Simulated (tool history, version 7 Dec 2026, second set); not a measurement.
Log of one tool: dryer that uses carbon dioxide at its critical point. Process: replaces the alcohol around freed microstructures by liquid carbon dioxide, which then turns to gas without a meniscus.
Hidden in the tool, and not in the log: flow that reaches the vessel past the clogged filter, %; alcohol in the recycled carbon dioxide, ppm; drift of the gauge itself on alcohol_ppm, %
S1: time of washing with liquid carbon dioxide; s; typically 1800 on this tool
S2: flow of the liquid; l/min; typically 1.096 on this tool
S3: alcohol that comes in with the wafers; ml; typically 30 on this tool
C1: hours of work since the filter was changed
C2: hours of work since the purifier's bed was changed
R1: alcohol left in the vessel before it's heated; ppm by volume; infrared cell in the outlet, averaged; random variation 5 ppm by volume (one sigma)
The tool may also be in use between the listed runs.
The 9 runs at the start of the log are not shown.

run	day	S1	S2	S3	C1	C2	R1
10	3.704	1800	1.096	30	42	287	101
11	4.238	1800	1.096	30	49	294	97
12	4.512	1800	1.096	55	53	297	104
13	4.921	1800	1.096	30	58	303	95
14	5.283	1800	1.096	30	63	307	105
15	5.588	1800	1.730	30	67	311	93
16	5.979	1800	1.096	66	72	316	113
17	6.392	1800	1.096	30	77	322	116
18	6.958	1800	1.096	30	85	329	102
19	7.554	1800	0.950	30	92	337	109
20	8.162	1800	0.950	30	100	345	121
21	8.604	1080	1.096	30	106	350	221
22	9.017	2040	1.096	30	111	356	114
23	9.417	2040	1.096	30	116	361	108
24	9.879	2040	1.096	30	122	367	116
25	10.454	2460	1.660	81	130	374	118
26	10.746	2460	1.660	81	134	378	122
27	11.350	1440	1.660	65	141	386	122
28	11.783	1380	1.480	30	147	392	116

Run 29 comes next. What will it give?
29	12.312	1380	1.480	30	154	398	?

R1: 123 ppm by volume
Had the tool carried no hidden state, the very same run would have given R1 6 ppm by volume.

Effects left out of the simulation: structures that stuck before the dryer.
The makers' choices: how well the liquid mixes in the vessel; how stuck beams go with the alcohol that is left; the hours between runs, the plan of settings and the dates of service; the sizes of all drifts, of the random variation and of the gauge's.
